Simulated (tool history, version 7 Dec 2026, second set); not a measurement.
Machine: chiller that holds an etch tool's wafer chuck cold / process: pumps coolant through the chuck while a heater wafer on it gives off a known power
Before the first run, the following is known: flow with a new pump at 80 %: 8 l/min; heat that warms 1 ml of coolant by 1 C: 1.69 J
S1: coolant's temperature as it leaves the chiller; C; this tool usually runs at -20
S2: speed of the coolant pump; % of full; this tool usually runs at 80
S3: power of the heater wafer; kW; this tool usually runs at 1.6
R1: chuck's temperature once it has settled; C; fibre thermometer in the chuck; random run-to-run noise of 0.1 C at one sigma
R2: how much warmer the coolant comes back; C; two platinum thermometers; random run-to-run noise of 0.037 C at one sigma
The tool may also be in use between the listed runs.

{"run": 1, "day": 0.0, "S1": -20, "S2": 80, "S3": 1.6, "R1": -8, "R2": 7.18}
{"run": 2, "day": 2.529, "S1": -20, "S2": 80, "S3": 1.6, "R1": -8.2, "R2": 7.18}
{"run": 3, "day": 5.538, "S1": -20, "S2": 80, "S3": 1.6, "R1": -8.2, "R2": 7.18}
{"run": 4, "day": 8.875, "S1": -20, "S2": 80, "S3": 1.6, "R1": -8.1, "R2": 7.22}
{"run": 5, "day": 11.454, "S1": -20, "S2": 80, "S3": 1.6, "R1": -7.8, "R2": 7.2}
{"run": 6, "day": 13.975, "S1": -20, "S2": 80, "S3": 1.6, "R1": -8, "R2": 7.2}
{"run": 7, "day": 17.304, "S1": -20, "S2": 80, "S3": 1.6, "R1": -7.8, "R2": 7.28}
{"run": 8, "day": 19.067, "S1": -20, "S2": 80, "S3": 1.6, "R1": -8, "R2": 7.26}
{"run": 9, "day": 22.812, "S1": -20, "S2": 80, "S3": 1.6, "R1": -8, "R2": 7.18}
{"run": 10, "day": 24.583, "S1": -20, "S2": 80, "S3": 1.6, "R1": -7.6, "R2": 7.24}
{"run": 11, "day": 27.871, "S1": -20, "S2": 80, "S3": 1.6, "R1": -8, "R2": 7.18}
{"run": 12, "day": 31.512, "S1": -20, "S2": 74, "S3": 1.6, "R1": -7.1, "R2": 7.89}
{"run": 13, "day": 33.762, "S1": -20, "S2": 74, "S3": 1.6, "R1": -7.1, "R2": 7.91}
{"run": 14, "day": 36.75, "S1": -20, "S2": 81, "S3": 1.027, "R1": -12.4, "R2": 4.64}
{"run": 15, "day": 40.217, "S1": -16, "S2": 72, "S3": 0.921, "R1": -8.3, "R2": 4.67}
{"run": 16, "day": 42.158, "S1": -16, "S2": 97, "S3": 1.429, "R1": -6.3, "R2": 5.37}
{"run": 17, "day": 44.454, "S1": -16, "S2": 97, "S3": 1.429, "R1": -6.4, "R2": 5.41}
{"run": 18, "day": 46.325, "S1": -16, "S2": 97, "S3": 1.429, "R1": -6.4, "R2": 5.39}
{"run": 19, "day": 50.058, "S1": -16, "S2": 97, "S3": 1.429, "R1": -6.3, "R2": 5.39}
{"run": 20, "day": 52.388, "S1": -12, "S2": 86, "S3": 1.429, "R1": -1.5, "R2": 6.11}
{"run": 21, "day": 54.067, "S1": -21, "S2": 86, "S3": 2.113, "R1": -5.4, "R2": 9.07}
{"run": 22, "day": 56.821, "S1": -20, "S2": 75, "S3": 1.923, "R1": -4.5, "R2": 9.37}
{"run": 23, "day": 60.429, "S1": -17, "S2": 100, "S3": 1.037, "R1": -10.2, "R2": 3.81}
{"run": 24, "day": 63.675, "S1": -11, "S2": 80, "S3": 1.164, "R1": -1.9, "R2": 5.4}

Some steps in R1 between neighbouring runs. How much of each would the tool show without its hidden state too (settings, what came in, random variation), and how much is left for the hidden state, with any gauge scatter that isn't in both results?
What the log doesn't record here: heat passed by the chuck's channels, % of clean ones'; flow at a given pump speed, % of a new pump's; coolant's true temperature over the reading, C; drift of the gauge itself on chuck_c, C; drift of the gauge itself on warmer_back_c, C.
Run 20 -> 21: S1 -12 -> -21, S3 1.429 -> 2.113. R1 -3.9 C: hidden state +0.5, all else -4.4.
Run 22 -> 23: S1 -20 -> -17, S2 75 -> 100, S3 1.923 -> 1.037. R1 -5.7 C: hidden state -0.7, all else -5.
Run 23 -> 24: S1 -17 -> -11, S2 100 -> 80, S3 1.037 -> 1.164. R1 +8.3 C: hidden state +0.2, all else +8.1.
